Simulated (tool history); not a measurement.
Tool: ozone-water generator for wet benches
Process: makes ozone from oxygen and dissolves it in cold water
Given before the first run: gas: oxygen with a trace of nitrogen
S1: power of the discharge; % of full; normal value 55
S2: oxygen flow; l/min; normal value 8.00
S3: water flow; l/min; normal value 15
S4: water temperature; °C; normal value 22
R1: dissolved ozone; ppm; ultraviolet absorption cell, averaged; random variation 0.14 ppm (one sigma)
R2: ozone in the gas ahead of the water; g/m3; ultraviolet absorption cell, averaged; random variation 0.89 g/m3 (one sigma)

run 1 hour=0.0 | S1=55 S2=8.00 S3=15 S4=22 | R1=17.6 R2=145.6
run 2 hour=53.4 | S1=55 S2=8.00 S3=15 S4=22 | R1=17.4 R2=146.5
run 3 hour=94.9 | S1=55 S2=8.00 S3=15 S4=22 | R1=17.4 R2=146.3
run 4 hour=183.7 | S1=55 S2=8.00 S3=15 S4=22 | R1=17.2 R2=147.2
run 5 hour=265.6 | S1=55 S2=8.00 S3=15 S4=22 | R1=17.3 R2=145.2
run 6 hour=341.5 | S1=55 S2=8.00 S3=15 S4=22 | R1=17.5 R2=148.0
run 7 hour=394.5 | S1=55 S2=8.00 S3=15 S4=22 | R1=17.7 R2=146.9
run 8 hour=436.5 | S1=55 S2=8.00 S3=15 S4=22 | R1=17.7 R2=146.6
run 9 hour=505.2 | S1=55 S2=8.00 S3=15 S4=21 | R1=17.7 R2=144.6
run 10 hour=559.4 | S1=55 S2=8.00 S3=15 S4=21 | R1=18.0 R2=148.0
run 11 hour=636.4 | S1=55 S2=8.00 S3=15 S4=21 | R1=18.0 R2=145.7
run 12 hour=689.9 | S1=55 S2=8.00 S3=15 S4=21 | R1=17.8 R2=144.5
run 13 hour=772.6 | S1=55 S2=8.00 S3=15 S4=24 | R1=16.5 R2=149.1
run 14 hour=842.8 | S1=55 S2=9.92 S3=10 S4=29 | R1=18.6 R2=134.2
run 15 hour=900.7 | S1=55 S2=9.92 S3=16 S4=24 | R1=15.4 R2=135.2
run 16 hour=960.4 | S1=55 S2=9.68 S3=15 S4=20 | R1=18.1 R2=135.8
run 17 hour=1000.5 | S1=100 S2=9.68 S3=20 S4=17 | R1=22.4 R2=198.3
run 18 hour=1040.9 | S1=100 S2=9.68 S3=20 S4=17 | R1=22.7 R2=200.9
run 19 hour=1112.2 | S1=100 S2=9.68 S3=20 S4=17 | R1=22.6 R2=200.8
run 20 hour=1171.5 | S1=55 S2=7.58 S3=17 S4=22 | R1=15.8 R2=149.3
-- hour=1252.4 contactor cleaned
run 21 hour=1252.4 | S1=55 S2=7.58 S3=17 S4=22 | R1=15.8 R2=149.0
run 22 hour=1293.7 | S1=61 S2=4.57 S3=15 S4=24 | R1=17.7 R2=195.0

What if the next run were any one of these 4? Each begins from the tool's condition after run 22:
-- hour=1302.5 water thermometer calibrated
run A hour=1333.9 | S1=55 S2=5.08 S3=15 S4=22 | R1=? R2=?
-- hour=1302.5 water thermometer calibrated
run B hour=1333.9 | S1=61 S2=13.62 S3=15 S4=14 | R1=? R2=?
-- hour=1302.5 water thermometer calibrated
run C hour=1333.9 | S1=61 S2=12.59 S3=20 S4=19 | R1=? R2=?
-- hour=1302.5 water thermometer calibrated
run D hour=1333.9 | S1=55 S2=5.15 S3=15 S4=17 | R1=? R2=?

run=A R1=17.5 R2=176.6
run=B R1=21.1 R2=126.5
run=C R1=15.4 R2=129.0
run=D R1=19.1 R2=173.6
What these runs would have given with no unlogged condition in the tool:
run=A R1=17.5 R2=176.6
run=B R1=21.1 R2=126.5
run=C R1=15.4 R2=129.1
run=D R1=19.1 R2=173.6
